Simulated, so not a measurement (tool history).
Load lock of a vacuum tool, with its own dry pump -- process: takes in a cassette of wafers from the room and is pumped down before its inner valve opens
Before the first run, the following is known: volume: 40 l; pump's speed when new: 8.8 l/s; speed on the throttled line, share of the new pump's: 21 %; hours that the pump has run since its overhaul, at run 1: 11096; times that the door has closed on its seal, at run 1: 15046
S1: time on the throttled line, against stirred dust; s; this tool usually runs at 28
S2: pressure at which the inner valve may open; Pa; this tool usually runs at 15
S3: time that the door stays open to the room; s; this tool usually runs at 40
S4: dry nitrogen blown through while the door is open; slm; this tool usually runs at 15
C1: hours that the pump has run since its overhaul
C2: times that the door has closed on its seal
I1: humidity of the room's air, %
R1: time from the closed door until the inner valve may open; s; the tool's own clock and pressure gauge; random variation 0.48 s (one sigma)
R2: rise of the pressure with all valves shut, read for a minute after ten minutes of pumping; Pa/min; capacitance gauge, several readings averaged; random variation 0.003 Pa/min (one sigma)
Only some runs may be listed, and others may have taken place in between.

run    hour  S1  S2   S3  S4     C1     C2    I1    R1     R2
  1       0  28  15   40  15  11096  15046  47.4  66.1  0.081
  2   388.6  28  15   40  15  11485  15447  46.3  66.1  0.078
  3   778.3  28  15   40  15  11874  15849  43.8  66.6  0.073
  4   988.6  28  15   40  15  12085  16065  44.3  66.5   0.08
  5    1376  28  10   40  15  12472  16464  45.6  69.1   0.08
  6  1543.8  28  10   40  15  12640  16637    45  69.4  0.078
  7  1873.2  28  10   40  15  12969  16977    45  69.1  0.083
  8  2274.4  28  10   40  15  13370  17390  47.1  69.4  0.082
  9  2459.8  28  14   40  15  13556  17582  44.8  68.5  0.088
 10  2836.9  28  14   40  15  13933  17970  48.5  68.8  0.092
 11  3008.3  28  14   40  15  14104  18147  47.5  68.7   0.09
 12  3348.9  28  15   40   7  14445  18498  45.8  67.2  0.094
 13  3645.9  28  15   40  15  14742  18804  45.7  68.5  0.084
 14  3905.5  28  15   40  15  15002  19072  43.1  67.8  0.086
 15  4226.3  28  15   40  15  15322  19402  44.8  68.2  0.092
 16  4469.1  28  15   40   7  15565  19652  44.5    69  0.098
 17  4852.5  28  15   40  15  15949  20048  46.4  68.9  0.092
 18  5126.5  28  15   40  15  16223  20330  45.3  68.2   0.09
     5209.9  -- dry pump taken out, an overhauled one fitted
 19  5468.7  28  15   33   4    259  20676  44.3  62.5  0.102
 20  5779.3  28  15   40  38    569  20997  43.5  61.7  0.083
 21  6076.4  28  11   40   4    866  21303  48.7  64.8  0.112
 22  6485.3  28  11   40   4   1275  21724  45.6  64.4  0.106
 23  6718.8  28  11   40   4   1509  21965  45.2  64.3  0.109
 24  6902.8  28  11   40   4   1693  22155  41.7  63.9  0.112
 25    7179  28  15  113  15   1969  22439  42.4  62.8  0.117
 26  7355.5  28  15  113  15   2146  22621  43.8  62.2  0.121
 27  7579.4  18  17   45  15   2369  22852  42.3  53.4  0.102
 28  7845.1  28  15  230  15   2635  23126  42.8  64.2  0.143
 29  8095.8  28  15  110  15   2886  23384  47.4  63.3  0.126
 30  8459.4  28  14   40   8   3249  23759  43.1  63.5  0.109
 31  8824.2  28  14   40   8   3614  24135  44.1  63.2  0.114
 32  9038.8  28  13   40  40   3829  24356  43.9  63.8   0.09
 33  9332.7  28  19   40  15   4123  24659  39.9  62.6  0.106
 34  9497.2  28  14   65  15   4287  24829  43.8  63.6  0.118
 35  9705.5  28  14   65  15   4496  25043  44.6  63.7  0.121
 36  9979.8  28  15  199  41   4770  25326  44.8  62.8  0.122

A few steps of R1 between consecutive runs. Split each: what settings, incoming material and random variation would produce without the hidden state, and what is left over for the hidden state, along with gauge scatter present in only one of the two compared results (measured, and without hidden state):
The hidden state here: pump's speed, % of a new pump's; leak at the door's seal, Pa l/s; drift of the gauge itself on ready_s, %; drift of the gauge itself on rise_pa_min, %.
Run 4 -> 5: S2 15 -> 10. R1 +2.6 s: hidden state +0.4, all else +2.2.
Run 7 -> 8: no setting changed, nothing entered. R1 +0.3 s: hidden state +0.3, all else +0.
Run 18 -> 19: S3 40 -> 33, S4 15 -> 4, dry pump taken out, an overhauled one fitted. R1 -5.7 s: hidden state -6.3, all else +0.6.
Run 26 -> 27: S1 28 -> 18, S2 15 -> 17, S3 113 -> 45. R1 -8.8 s: hidden state +0.1, all else -8.9.
Run 27 -> 28: S1 18 -> 28, S2 17 -> 15, S3 45 -> 230. R1 +10.8 s: hidden state +0.1, all else +10.7.
